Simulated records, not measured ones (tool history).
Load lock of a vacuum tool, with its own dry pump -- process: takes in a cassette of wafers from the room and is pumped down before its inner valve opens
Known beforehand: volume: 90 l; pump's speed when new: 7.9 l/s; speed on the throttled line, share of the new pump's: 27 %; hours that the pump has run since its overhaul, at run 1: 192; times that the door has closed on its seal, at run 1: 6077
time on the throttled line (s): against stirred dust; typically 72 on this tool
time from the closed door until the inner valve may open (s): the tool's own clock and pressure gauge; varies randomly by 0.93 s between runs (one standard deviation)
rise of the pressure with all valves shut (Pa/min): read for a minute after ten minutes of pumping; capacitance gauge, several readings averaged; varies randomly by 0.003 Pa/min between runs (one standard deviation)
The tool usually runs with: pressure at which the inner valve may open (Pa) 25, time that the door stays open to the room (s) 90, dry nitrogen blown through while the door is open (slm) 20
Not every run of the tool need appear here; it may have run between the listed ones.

run	day	time on the throttled line (s)	pressure at which the inner valve may open (Pa)	time that the door stays open to the room (s)	dry nitrogen blown through while the door is open (slm)	hours that the pump has run since its overhaul	times that the door has closed on its seal	incoming humidity of the room's air, %	time from the closed door until the inner valve may open (s)	rise of the pressure with all valves shut (Pa/min)
1	0.000	72	25	90	20	192	6077	48.0	147.4	0.061
2	4.408	72	25	90	20	298	6466	46.9	145.6	0.069
3	9.379	72	25	51	20	418	6906	45.9	147.5	0.060
4	13.212	72	25	51	20	510	7245	45.6	147.5	0.062
5	17.262	72	25	90	20	607	7603	46.4	144.9	0.070
6	24.946	72	25	90	20	791	8282	45.4	146.3	0.076
7	31.129	72	25	90	20	940	8829	41.8	147.2	0.079
8	38.696	72	25	90	10	1121	9498	44.6	146.4	0.091
9	43.371	72	25	90	20	1233	9912	45.0	146.0	0.093
10	47.758	72	25	90	10	1339	10300	44.8	146.2	0.101
11	51.558	72	25	90	20	1430	10635	48.4	145.2	0.091
12	57.529	72	25	90	20	1573	11163	45.2	147.7	0.096
13	65.892	72	25	90	20	1774	11903	46.3	146.5	0.103
14	73.308	72	25	50	20	1952	12559	41.6	147.1	0.093
15	79.958	95	25	50	20	2111	13147	49.6	163.8	0.105
16	88.533	72	25	90	20	2317	13905	47.0	147.1	0.117
17	96.683	72	25	158	20	2513	14626	43.7	146.2	0.141
18	104.925	72	25	158	20	2711	15354	46.5	147.9	0.143
19	112.583	72	25	158	20	2894	16032	48.5	148.1	0.155
20	121.008	72	25	158	20	3097	16777	47.7	148.6	0.165
21	125.196	62	25	57	10	3197	17147	47.1	140.7	0.147
22	131.575	62	25	57	10	3350	17711	44.9	141.4	0.146
23	140.442	72	45	90	20	3563	18495	44.1	141.1	0.166
24	148.362	72	19	90	25	3753	19195	44.6	150.2	0.160
25	155.375	66	19	148	16	3921	19815	48.4	147.0	0.200
26	162.888	66	19	148	16	4102	20480	43.3	145.9	0.201
27	171.242	66	45	148	10	4302	21218	48.0	134.7	0.231
28	179.425	66	45	148	10	4499	21942	46.6	137.3	0.233
29	186.925	40	33	76	5	4679	22605	47.2	122.4	0.227
30	193.700	42	35	146	24	4841	23204	46.1	124.2	0.232
31	200.892	74	32	27	11	5014	23840	47.7	147.9	0.214
32	204.942	40	25	90	32	5111	24198	42.9	124.6	0.223
33	211.404	42	39	90	20	5266	24770	44.6	121.5	0.232
34	217.808	36	25	108	24	5420	25336	49.2	121.9	0.253
35	222.700	36	19	108	23	5537	25769	49.2	128.5	0.258
36	227.712	98	46	131	9	5657	26212	43.3	159.8	0.284
37	234.825	38	25	143	20	5828	26841	47.6	124.3	0.288
38	241.150	38	25	143	20	5980	27400	47.6	123.1	0.297

What would each run have given without the hidden state, its run-to-run variation left as it was?
Hidden state present: pump's speed, % of a new pump's; leak at the door's seal, Pa l/s; drift of the gauge itself on ready_s, %; drift of the gauge itself on rise_pa_min, %.
run	time from the closed door until the inner valve may open (s)	rise of the pressure with all valves shut (Pa/min)
1	148.3	0.035
2	146.5	0.041
3	148.3	0.029
4	148.2	0.029
5	145.6	0.035
6	146.9	0.037
7	147.7	0.035
8	146.9	0.045
9	146.4	0.042
10	146.5	0.049
11	145.5	0.037
12	147.9	0.038
13	146.6	0.039
14	147.2	0.024
15	163.8	0.031
16	146.9	0.038
17	145.9	0.053
18	147.5	0.052
19	147.6	0.055
20	148.0	0.057
21	140.0	0.035
22	140.6	0.029
23	140.3	0.038
24	149.2	0.028
25	145.8	0.057
26	144.6	0.050
27	133.5	0.071
28	136.0	0.066
29	120.8	0.047
30	122.6	0.047
31	146.3	0.021
32	122.7	0.024
33	119.7	0.030
34	119.8	0.042
35	126.2	0.043
36	158.0	0.062
37	121.9	0.051
38	120.7	0.053
